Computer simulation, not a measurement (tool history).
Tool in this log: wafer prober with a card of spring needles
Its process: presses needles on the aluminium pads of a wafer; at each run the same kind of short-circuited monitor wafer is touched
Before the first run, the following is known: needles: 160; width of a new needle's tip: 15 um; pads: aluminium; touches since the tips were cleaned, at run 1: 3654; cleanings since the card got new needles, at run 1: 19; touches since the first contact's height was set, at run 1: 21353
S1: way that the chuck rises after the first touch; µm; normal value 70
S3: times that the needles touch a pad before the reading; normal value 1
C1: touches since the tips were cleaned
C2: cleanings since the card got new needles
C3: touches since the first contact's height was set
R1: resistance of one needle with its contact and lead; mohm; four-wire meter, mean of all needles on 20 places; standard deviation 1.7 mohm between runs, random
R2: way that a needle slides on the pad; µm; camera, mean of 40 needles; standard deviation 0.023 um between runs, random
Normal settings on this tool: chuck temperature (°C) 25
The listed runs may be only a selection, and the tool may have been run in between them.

{"run": 1, "hour": 0.0, "S1": 70, "chuck temperature (°C)": 25, "S3": 1, "C1": 3654, "C2": 19, "C3": 21353, "R1": 174, "R2": 9.81}
{"hour": 1.9, "done": "tips cleaned on abrasive film"}
{"run": 2, "hour": 6.9, "S1": 52, "chuck temperature (°C)": 25, "S3": 1, "C1": 1651, "C2": 20, "C3": 23593, "R1": 180, "R2": 7.26}
{"hour": 14.8, "done": "tips cleaned on abrasive film"}
{"run": 3, "hour": 16.2, "S1": 70, "chuck temperature (°C)": 25, "S3": 2, "C1": 463, "C2": 21, "C3": 26650, "R1": 177, "R2": 9.78}
{"run": 4, "hour": 22.5, "S1": 70, "chuck temperature (°C)": 25, "S3": 2, "C1": 2537, "C2": 21, "C3": 28724, "R1": 173, "R2": 9.81}
{"run": 5, "hour": 26.8, "S1": 70, "chuck temperature (°C)": 25, "S3": 2, "C1": 3945, "C2": 21, "C3": 30132, "R1": 173, "R2": 9.78}
{"hour": 27.8, "done": "tips cleaned on abrasive film"}
{"run": 6, "hour": 33.8, "S1": 70, "chuck temperature (°C)": 25, "S3": 1, "C1": 1984, "C2": 22, "C3": 32422, "R1": 175, "R2": 9.79}
{"run": 7, "hour": 40.4, "S1": 65, "chuck temperature (°C)": 25, "S3": 1, "C1": 4157, "C2": 22, "C3": 34595, "R1": 177, "R2": 9.08}
{"hour": 41.0, "done": "tips cleaned on abrasive film"}
{"run": 8, "hour": 47.5, "S1": 65, "chuck temperature (°C)": 25, "S3": 1, "C1": 2137, "C2": 23, "C3": 36915, "R1": 179, "R2": 9.04}
{"run": 9, "hour": 52.7, "S1": 70, "chuck temperature (°C)": 25, "S3": 2, "C1": 3875, "C2": 23, "C3": 38653, "R1": 175, "R2": 9.72}
{"hour": 54.2, "done": "tips cleaned on abrasive film"}
{"run": 10, "hour": 60.4, "S1": 63, "chuck temperature (°C)": 45, "S3": 1, "C1": 2059, "C2": 24, "C3": 41151, "R1": 184, "R2": 8.73}
{"run": 11, "hour": 65.0, "S1": 83, "chuck temperature (°C)": 46, "S3": 3, "C1": 3566, "C2": 24, "C3": 42658, "R1": 179, "R2": 11.54}
{"hour": 67.2, "done": "tips cleaned on abrasive film"}
{"run": 12, "hour": 74.1, "S1": 83, "chuck temperature (°C)": 46, "S3": 3, "C1": 2301, "C2": 25, "C3": 45653, "R1": 178, "R2": 11.52}
{"hour": 79.9, "done": "tips cleaned on abrasive film"}
{"run": 13, "hour": 80.3, "S1": 83, "chuck temperature (°C)": 45, "S3": 3, "C1": 128, "C2": 26, "C3": 47659, "R1": 179, "R2": 11.53}
{"run": 14, "hour": 85.9, "S1": 52, "chuck temperature (°C)": 37, "S3": 1, "C1": 1975, "C2": 26, "C3": 49506, "R1": 184, "R2": 7.24}
{"hour": 92.7, "done": "tips cleaned on abrasive film"}
{"run": 15, "hour": 95.3, "S1": 83, "chuck temperature (°C)": 103, "S3": 1, "C1": 862, "C2": 27, "C3": 52601, "R1": 190, "R2": 11.53}
{"run": 16, "hour": 103.1, "S1": 70, "chuck temperature (°C)": 113, "S3": 1, "C1": 3445, "C2": 27, "C3": 55184, "R1": 194, "R2": 9.69}
{"hour": 106.0, "done": "tips cleaned on abrasive film"}
{"run": 17, "hour": 108.9, "S1": 70, "chuck temperature (°C)": 113, "S3": 1, "C1": 946, "C2": 28, "C3": 57055, "R1": 192, "R2": 9.71}

Branching from run 17: 4 alternative next runs. What would each branch give?
{"run": "A", "hour": 116.9, "S1": 70, "chuck temperature (°C)": 33, "S3": 3, "C1": 3596, "C2": 28, "C3": 59705, "R1": "?", "R2": "?"}
{"run": "B", "hour": 116.9, "S1": 59, "chuck temperature (°C)": 88, "S3": 1, "C1": 3596, "C2": 28, "C3": 59705, "R1": "?", "R2": "?"}
{"run": "C", "hour": 116.9, "S1": 70, "chuck temperature (°C)": 113, "S3": 2, "C1": 3596, "C2": 28, "C3": 59705, "R1": "?", "R2": "?"}
{"run": "D", "hour": 116.9, "S1": 70, "chuck temperature (°C)": 39, "S3": 2, "C1": 3596, "C2": 28, "C3": 59705, "R1": "?", "R2": "?"}

run=A R1=181 R2=9.65
run=B R1=194 R2=8.14
run=C R1=194 R2=9.66
run=D R1=178 R2=9.70
Without the tool's unlogged condition, the same runs would have read:
run=A R1=180 R2=9.76
run=B R1=193 R2=8.23
run=C R1=194 R2=9.77
run=D R1=177 R2=9.81

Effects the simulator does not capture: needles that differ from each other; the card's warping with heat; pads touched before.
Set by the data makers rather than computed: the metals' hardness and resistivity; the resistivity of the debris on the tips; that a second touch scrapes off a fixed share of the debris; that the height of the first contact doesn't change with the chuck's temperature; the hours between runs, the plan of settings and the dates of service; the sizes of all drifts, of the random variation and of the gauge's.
